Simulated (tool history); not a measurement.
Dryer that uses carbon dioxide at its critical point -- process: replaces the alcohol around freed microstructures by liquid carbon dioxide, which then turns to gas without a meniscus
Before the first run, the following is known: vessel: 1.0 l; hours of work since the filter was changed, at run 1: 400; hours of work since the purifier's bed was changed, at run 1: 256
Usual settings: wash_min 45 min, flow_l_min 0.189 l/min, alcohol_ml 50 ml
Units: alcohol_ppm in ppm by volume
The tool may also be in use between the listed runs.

run,hour,wash_min,flow_l_min,alcohol_ml,hours of work since the filter was changed,hours of work since the purifier's bed was changed,alcohol_ppm
1,0.0,45,0.189,50,400,256,78
2,17.6,45,0.189,24,408,265,56
3,31.1,45,0.117,24,415,272,329
4,54.6,45,0.117,82,427,284,1000
5,77.4,45,0.189,50,438,295,79
6,89.6,45,0.189,50,444,301,85
7,104.4,45,0.188,50,452,309,84
8,123.8,45,0.189,50,462,318,87
9,146.8,45,0.189,50,473,330,86
10,160.9,45,0.177,50,480,337,102
11,180.4,45,0.116,50,490,347,674
12,204.1,45,0.189,50,502,359,89
13,215.1,51,0.198,50,507,364,80
14,233.1,51,0.198,50,516,373,71
15,243.5,51,0.198,50,522,378,73
16,261.0,51,0.198,50,530,387,74
17,273.2,56,0.189,74,537,393,75
18,285.9,28,0.165,45,543,400,949
19,301.4,28,0.165,45,551,407,960
20,319.8,36,0.174,26,560,417,192
21,332.5,36,0.174,26,566,423,195
22,348.6,36,0.174,26,574,431,202
23,368.7,36,0.174,26,584,441,199
# hour 383.3: inlet filter changed
24,383.3,45,0.259,87,0,448,79

Consider 5 possible next runs. They are alternatives, not a sequence: every one starts from the tool as it was left by run 24. What does each give?
A,399.8,45,0.116,50,8,456,?
B,399.8,45,0.115,87,8,456,?
C,399.8,53,0.164,117,8,456,?
D,399.8,45,0.259,28,8,456,?
E,399.8,46,0.250,35,8,456,?

run,alcohol_ppm
A,560
B,936
C,120
D,85
E,86
Without the tool's hidden state the same runs would have given:
run,alcohol_ppm
A,473
B,840
C,41
D,6
E,12
